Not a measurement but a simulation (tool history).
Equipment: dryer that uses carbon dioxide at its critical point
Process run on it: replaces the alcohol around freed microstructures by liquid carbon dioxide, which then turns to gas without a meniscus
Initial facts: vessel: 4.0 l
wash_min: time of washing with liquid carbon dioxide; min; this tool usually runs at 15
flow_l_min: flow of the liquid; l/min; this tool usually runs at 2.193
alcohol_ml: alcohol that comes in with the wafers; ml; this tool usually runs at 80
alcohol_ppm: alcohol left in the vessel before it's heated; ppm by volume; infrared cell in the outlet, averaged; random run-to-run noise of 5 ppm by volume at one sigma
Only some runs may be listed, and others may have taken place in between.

run 1 hour=0.0 | wash_min=15 flow_l_min=2.193 alcohol_ml=80 | alcohol_ppm=97
run 2 hour=6.2 | wash_min=15 flow_l_min=2.740 alcohol_ml=80 | alcohol_ppm=77
run 3 hour=15.4 | wash_min=15 flow_l_min=2.193 alcohol_ml=80 | alcohol_ppm=97
run 4 hour=23.1 | wash_min=15 flow_l_min=2.193 alcohol_ml=80 | alcohol_ppm=90
run 5 hour=28.7 | wash_min=15 flow_l_min=2.193 alcohol_ml=80 | alcohol_ppm=105
run 6 hour=40.2 | wash_min=15 flow_l_min=2.193 alcohol_ml=80 | alcohol_ppm=99
-- hour=47.7 inlet filter changed
run 7 hour=49.9 | wash_min=15 flow_l_min=2.193 alcohol_ml=80 | alcohol_ppm=92
run 8 hour=62.0 | wash_min=15 flow_l_min=2.193 alcohol_ml=74 | alcohol_ppm=95
run 9 hour=71.4 | wash_min=15 flow_l_min=2.193 alcohol_ml=74 | alcohol_ppm=87
run 10 hour=81.2 | wash_min=15 flow_l_min=2.193 alcohol_ml=74 | alcohol_ppm=105
run 11 hour=93.2 | wash_min=15 flow_l_min=1.870 alcohol_ml=80 | alcohol_ppm=130
run 12 hour=102.4 | wash_min=15 flow_l_min=2.193 alcohol_ml=80 | alcohol_ppm=92
run 13 hour=108.4 | wash_min=15 flow_l_min=2.193 alcohol_ml=80 | alcohol_ppm=105
run 14 hour=113.6 | wash_min=15 flow_l_min=3.560 alcohol_ml=80 | alcohol_ppm=92
run 15 hour=125.7 | wash_min=15 flow_l_min=3.560 alcohol_ml=80 | alcohol_ppm=95
run 16 hour=134.1 | wash_min=15 flow_l_min=2.193 alcohol_ml=41 | alcohol_ppm=99
run 17 hour=140.5 | wash_min=24 flow_l_min=3.130 alcohol_ml=80 | alcohol_ppm=95
run 18 hour=151.5 | wash_min=24 flow_l_min=2.180 alcohol_ml=30 | alcohol_ppm=96
run 19 hour=164.1 | wash_min=24 flow_l_min=1.550 alcohol_ml=98 | alcohol_ppm=100
run 20 hour=172.7 | wash_min=24 flow_l_min=1.550 alcohol_ml=98 | alcohol_ppm=101
run 21 hour=182.2 | wash_min=11 flow_l_min=1.550 alcohol_ml=43 | alcohol_ppm=371
run 22 hour=194.0 | wash_min=11 flow_l_min=2.850 alcohol_ml=43 | alcohol_ppm=118
run 23 hour=205.8 | wash_min=11 flow_l_min=2.850 alcohol_ml=43 | alcohol_ppm=115
run 24 hour=215.7 | wash_min=11 flow_l_min=2.850 alcohol_ml=67 | alcohol_ppm=127
run 25 hour=226.1 | wash_min=11 flow_l_min=2.850 alcohol_ml=67 | alcohol_ppm=120
run 26 hour=232.2 | wash_min=15 flow_l_min=1.430 alcohol_ml=34 | alcohol_ppm=190
run 27 hour=244.3 | wash_min=11 flow_l_min=1.430 alcohol_ml=79 | alcohol_ppm=821
run 28 hour=256.9 | wash_min=14 flow_l_min=1.470 alcohol_ml=103 | alcohol_ppm=418
run 29 hour=265.8 | wash_min=15 flow_l_min=1.350 alcohol_ml=80 | alcohol_ppm=399
run 30 hour=278.3 | wash_min=11 flow_l_min=1.420 alcohol_ml=80 | alcohol_ppm=855

Alternative continuations, all from the tool just after run 30; predict every row:
run A hour=284.6 | wash_min=15 flow_l_min=3.110 alcohol_ml=61 | alcohol_ppm=?
run B hour=284.6 | wash_min=9 flow_l_min=3.300 alcohol_ml=80 | alcohol_ppm=?
run C hour=284.6 | wash_min=15 flow_l_min=2.193 alcohol_ml=26 | alcohol_ppm=?
run D hour=284.6 | wash_min=10 flow_l_min=1.840 alcohol_ml=82 | alcohol_ppm=?
run E hour=284.6 | wash_min=11 flow_l_min=1.420 alcohol_ml=20 | alcohol_ppm=?

run=A alcohol_ppm=116
run=B alcohol_ppm=148
run=C alcohol_ppm=119
run=D alcohol_ppm=507
run=E alcohol_ppm=291
Stripped of hidden state, with their random variation kept, the same runs would have yielded:
run=A alcohol_ppm=9
run=B alcohol_ppm=37
run=C alcohol_ppm=11
run=D alcohol_ppm=370
run=E alcohol_ppm=174

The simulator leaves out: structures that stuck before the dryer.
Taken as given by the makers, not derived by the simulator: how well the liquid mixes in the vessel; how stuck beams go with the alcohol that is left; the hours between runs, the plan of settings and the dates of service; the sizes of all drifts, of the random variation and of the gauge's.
